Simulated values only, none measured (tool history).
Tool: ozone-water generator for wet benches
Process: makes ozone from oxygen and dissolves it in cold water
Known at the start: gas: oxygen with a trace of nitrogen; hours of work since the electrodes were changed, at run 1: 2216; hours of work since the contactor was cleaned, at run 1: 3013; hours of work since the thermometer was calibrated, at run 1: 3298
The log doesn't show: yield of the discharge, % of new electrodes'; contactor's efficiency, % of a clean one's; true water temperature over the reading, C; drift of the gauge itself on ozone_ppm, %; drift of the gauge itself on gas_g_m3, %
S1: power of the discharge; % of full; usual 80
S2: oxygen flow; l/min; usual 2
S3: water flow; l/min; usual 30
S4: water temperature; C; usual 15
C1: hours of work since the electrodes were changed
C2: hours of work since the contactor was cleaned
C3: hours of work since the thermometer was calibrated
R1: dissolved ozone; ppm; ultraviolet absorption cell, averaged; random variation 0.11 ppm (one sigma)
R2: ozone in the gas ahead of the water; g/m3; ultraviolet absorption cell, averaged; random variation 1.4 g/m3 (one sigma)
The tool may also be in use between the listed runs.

run,day,S1,S2,S3,S4,C1,C2,C3,R1,R2
1,0.000,80,2,30,15,2216,3013,3298,7.1,245.2
2,2.025,80,2,30,15,2247,3044,3329,7.2,245.9
3,5.412,80,2,30,15,2299,3096,3380,7.5,243.8
4,8.900,80,2,30,15,2352,3149,3434,7.3,244.5
5,10.617,80,2,30,15,2378,3175,3460,7.3,244.8
6,13.512,80,2,30,15,2422,3220,3504,7.3,245.0
7,15.571,80,2,30,15,2454,3251,3536,7.1,244.8
8,17.454,80,2,30,15,2483,3280,3564,7.3,244.3
9,20.621,80,2,24,15,2531,3328,3613,9.4,243.9
10,22.808,80,2,24,15,2564,3362,3646,9.4,244.5
11,26.483,75,2,24,15,2620,3418,3702,9.1,233.3
12,28.133,50,2,30,15,2646,3443,3727,5.4,182.8
# day 28.325: water thermometer calibrated
13,29.754,74,2,30,15,2670,3467,22,6.7,232.0
14,32.183,74,2,30,15,2707,3504,59,6.7,232.9
15,34.083,74,2,30,15,2736,3533,88,7.0,233.5
16,36.512,74,2,30,15,2773,3571,125,6.8,233.1

The next listed run, before its measurement:
# day 38.958: water thermometer calibrated, once more
17,39.367,74,2,30,15,2816,3614,6,?,?

R1: 7.2 ppm
R2: 231.0 g/m3
Without the tool's hidden state the same run would have given R1 7.8 ppm, R2 240.7 g/m3.
